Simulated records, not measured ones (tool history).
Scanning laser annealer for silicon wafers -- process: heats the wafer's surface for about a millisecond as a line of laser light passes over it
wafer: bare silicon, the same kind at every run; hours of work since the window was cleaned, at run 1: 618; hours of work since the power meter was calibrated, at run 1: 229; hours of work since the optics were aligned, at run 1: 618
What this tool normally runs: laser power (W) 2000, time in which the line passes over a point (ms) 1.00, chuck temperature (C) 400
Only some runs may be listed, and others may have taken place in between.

run	day	laser power (W)	time in which the line passes over a point (ms)	chuck temperature (C)	hours of work since the window was cleaned	hours of work since the power meter was calibrated	hours of work since the optics were aligned	highest temperature of the surface (C)
1	0.000	2000	1.00	400	618	229	618	1173
2	0.708	2000	1.00	400	631	242	631	1172
3	1.633	2000	1.00	400	649	260	649	1175
4	2.117	2000	1.00	400	658	269	658	1174
5	2.867	2000	1.00	400	673	284	673	1174
6	3.967	2000	1.00	386	694	305	694	1158
7	4.583	2000	1.00	386	705	316	705	1160
8	5.571	2000	1.00	386	724	335	724	1160
9	6.500	2000	1.00	386	742	353	742	1156
10	7.438	2000	1.00	386	760	371	760	1159
11	8.025	2000	1.00	386	771	382	771	1159
12	8.946	2000	1.00	436	789	400	789	1207
13	9.696	2000	1.00	436	803	414	803	1210
14	10.583	1964	0.99	435	820	431	820	1193
15	11.246	2012	0.81	437	833	444	833	1135
16	11.750	2012	0.81	437	842	453	842	1139
17	12.733	2000	0.76	365	861	472	861	1037
18	13.254	2000	0.76	365	871	482	871	1037
19	14.417	1860	1.24	383	893	504	893	1192
20	15.583	1941	0.94	438	916	527	916	1166
21	16.071	1818	0.72	407	925	536	925	1007

Each row is a separate what-if for the run after 21, all from the same tool condition, not one after another. Results?
A	16.879	1993	0.75	400	940	551	940	?
B	16.879	1818	1.21	407	940	551	940	?
C	16.879	2101	0.72	433	940	551	940	?

run	highest temperature of the surface (C)
A	1064
B	1186
C	1113
Without the tool's hidden state the same runs would have given:
run	highest temperature of the surface (C)
A	1065
B	1186
C	1114
